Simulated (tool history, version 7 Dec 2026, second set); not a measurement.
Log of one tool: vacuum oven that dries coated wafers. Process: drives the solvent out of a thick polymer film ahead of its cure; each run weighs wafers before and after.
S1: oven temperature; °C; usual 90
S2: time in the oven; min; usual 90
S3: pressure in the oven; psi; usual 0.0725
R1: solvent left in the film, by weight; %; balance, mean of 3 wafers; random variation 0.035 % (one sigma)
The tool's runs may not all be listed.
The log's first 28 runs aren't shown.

| run | day | S1 | S2 | S3 | R1 |
|---|---|---|---|---|---|
| 29 | 11.508 | 81 | 90 | 0.0542 | 4.73 |
| 30 | 12.042 | 79 | 148 | 0.0466 | 3.28 |
| 31 | 12.558 | 79 | 148 | 0.0466 | 3.33 |
| 32 | 12.829 | 77 | 79 | 0.1420 | 6.84 |
| 33 | 13.279 | 78 | 59 | 0.0555 | 7.37 |
| 34 | 13.617 | 78 | 51 | 0.0555 | 7.73 |
| 35 | 13.983 | 85 | 143 | 0.0538 | 1.85 |
| 36 | 14.433 | 85 | 58 | 0.0384 | 5.26 |
| 37 | 14.688 | 78 | 93 | 0.1614 | 6.07 |
| 38 | 15.208 | 94 | 93 | 0.0846 | 1.26 |
| 39 | 15.704 | 93 | 93 | 0.0846 | 1.41 |
| 40 | 16.004 | 90 | 90 | 0.1600 | 2.45 |
| 41 | 16.304 | 79 | 90 | 0.0484 | 5.36 |
| 42 | 16.550 | 87 | 90 | 0.1893 | 3.33 |
| 43 | 17.033 | 83 | 66 | 0.0619 | 5.41 |
| 44 | 17.462 | 105 | 49 | 0.1507 | 1.06 |
| 45 | 17.754 | 89 | 49 | 0.0399 | 4.73 |
| 46 | 18.204 | 89 | 49 | 0.0399 | 4.66 |

5 ways to go on from here, each from the tool as it stands after run 46. What would each give?
| A | 18.650 | 98 | 49 | 0.0399 | ? |
| B | 18.650 | 90 | 49 | 0.0415 | ? |
| C | 18.650 | 89 | 50 | 0.0399 | ? |
| D | 18.650 | 92 | 81 | 0.0725 | ? |
| E | 18.650 | 89 | 71 | 0.0399 | ? |

| run | R1 |
|---|---|
| A | 2.17 |
| B | 4.40 |
| C | 4.63 |
| D | 1.98 |
| E | 3.19 |
Without the tool's hidden state the same runs would have given:
| run | R1 |
|---|---|
| A | 2.17 |
| B | 4.41 |
| C | 4.64 |
| D | 1.96 |
| E | 3.19 |
